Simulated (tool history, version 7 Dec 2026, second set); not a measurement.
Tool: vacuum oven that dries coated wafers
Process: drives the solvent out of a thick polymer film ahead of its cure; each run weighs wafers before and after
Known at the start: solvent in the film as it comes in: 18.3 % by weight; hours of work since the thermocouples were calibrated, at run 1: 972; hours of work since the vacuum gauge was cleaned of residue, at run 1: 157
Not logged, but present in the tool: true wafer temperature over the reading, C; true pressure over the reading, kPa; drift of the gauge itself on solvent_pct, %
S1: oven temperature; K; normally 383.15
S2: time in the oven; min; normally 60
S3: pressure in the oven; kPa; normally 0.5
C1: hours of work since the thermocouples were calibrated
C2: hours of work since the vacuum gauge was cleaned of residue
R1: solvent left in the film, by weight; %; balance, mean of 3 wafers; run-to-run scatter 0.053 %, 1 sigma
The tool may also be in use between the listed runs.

Run 1, day 0: usual settings; C1 972; C2 157. Result: R1 2.2 %.
Run 2, day 0.442: usual settings; C1 977; C2 163. Result: R1 2.28 %.
Run 3, day 0.825: usual settings but S1 381.15 K; C1 981; C2 167. Result: R1 2.68 %.
Run 4, day 1.175: usual settings but S1 395.15 K; C1 985; C2 171. Result: R1 0.64 %.
Run 5, day 1.583: usual settings but S1 395.15 K; C1 990; C2 176. Result: R1 0.72 %.
Run 6, day 2.058: usual settings but S1 395.15 K; C1 996; C2 181. Result: R1 0.63 %.
Run 7, day 2.375: usual settings; C1 999; C2 185. Result: R1 2.29 %.
At day 2.508: oven's thermocouples calibrated.
Run 8, day 2.775: usual settings; C1 3; C2 188. Result: R1 2.55 %.
Run 9, day 3.1: usual settings but S1 389.15 K, S2 32 min, S3 1.189 kPa; C1 7; C2 192. Result: R1 4.46 %.
Run 10, day 3.321: usual settings but S2 43 min, S3 0.924 kPa; C1 9; C2 195. Result: R1 4.37 %.
Run 11, day 3.6: usual settings but S3 0.461 kPa; C1 13; C2 198. Result: R1 2.46 %.
Run 12, day 3.825: usual settings but S3 0.461 kPa; C1 15; C2 200. Result: R1 2.46 %.
Run 13, day 4.083: usual settings but S3 0.461 kPa; C1 18; C2 203. Result: R1 2.64 %.
Run 14, day 4.421: usual settings but S3 0.461 kPa; C1 22; C2 207. Result: R1 2.49 %.
Run 15, day 4.754: usual settings but S3 0.74 kPa; C1 26; C2 211. Result: R1 2.75 %.
Run 16, day 4.979: usual settings but S3 0.442 kPa; C1 28; C2 214. Result: R1 2.36 %.

Branching from run 16: 3 alternative next runs. What would each branch give?
At day 5.5: oven's thermocouples calibrated, once more.
Run A, day 5.512: usual settings but S1 386.15 K, S3 0.898 kPa; C1 0; C2 219. Result: R1 ?.
At day 5.5: oven's thermocouples calibrated, once more.
Run B, day 5.512: usual settings but S1 379.15 K; C1 0; C2 219. Result: R1 ?.
At day 5.5: oven's thermocouples calibrated, once more.
Run C, day 5.512: usual settings but S2 68 min, S3 0.351 kPa; C1 0; C2 219. Result: R1 ?.

run    R1
  A  1.57
  B  2.39
  C   1.4
Had the tool no hidden state, the same runs would have come out as:
run    R1
  A  1.54
  B  2.36
  C  1.36
